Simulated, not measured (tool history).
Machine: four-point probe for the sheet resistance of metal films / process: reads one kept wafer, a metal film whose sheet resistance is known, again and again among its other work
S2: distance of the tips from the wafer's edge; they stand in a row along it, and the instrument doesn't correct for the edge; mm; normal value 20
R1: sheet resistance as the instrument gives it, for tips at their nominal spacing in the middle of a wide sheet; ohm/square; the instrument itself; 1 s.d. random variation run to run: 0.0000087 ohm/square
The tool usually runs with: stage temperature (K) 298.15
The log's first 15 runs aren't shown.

-- hour=1448.1 new probe head fitted
run 16 hour=1448.1 | stage_temperature_(K)=298.15 S2=20 | R1=0.043460
run 17 hour=1540.9 | stage_temperature_(K)=297.15 S2=20 | R1=0.043469
run 18 hour=1629.8 | stage_temperature_(K)=297.15 S2=20 | R1=0.043444
-- hour=1684.8 stage's thermometer calibrated, once more
run 19 hour=1732.6 | stage_temperature_(K)=297.15 S2=20 | R1=0.043597
run 20 hour=1829.1 | stage_temperature_(K)=297.15 S2=20 | R1=0.043583
run 21 hour=1950.2 | stage_temperature_(K)=297.15 S2=20 | R1=0.043556
run 22 hour=2060.8 | stage_temperature_(K)=297.15 S2=20 | R1=0.043527
run 23 hour=2123.2 | stage_temperature_(K)=297.15 S2=20 | R1=0.043535
run 24 hour=2229.4 | stage_temperature_(K)=297.15 S2=14 | R1=0.043508
run 25 hour=2364.2 | stage_temperature_(K)=308.15 S2=7 | R1=0.043232
run 26 hour=2495.8 | stage_temperature_(K)=294.15 S2=69 | R1=0.043497
run 27 hour=2588.2 | stage_temperature_(K)=298.15 S2=6 | R1=0.043514
run 28 hour=2671.4 | stage_temperature_(K)=305.15 S2=6 | R1=0.043297

For run 29, what comes out?
run 29 hour=2748.6 | stage_temperature_(K)=296.15 S2=55 | R1=?

R1: 0.043384 ohm/square
Take away the tool's hidden state, keep the run-to-run variation as it was, and the same run would have given R1 0.043696 ohm/square.

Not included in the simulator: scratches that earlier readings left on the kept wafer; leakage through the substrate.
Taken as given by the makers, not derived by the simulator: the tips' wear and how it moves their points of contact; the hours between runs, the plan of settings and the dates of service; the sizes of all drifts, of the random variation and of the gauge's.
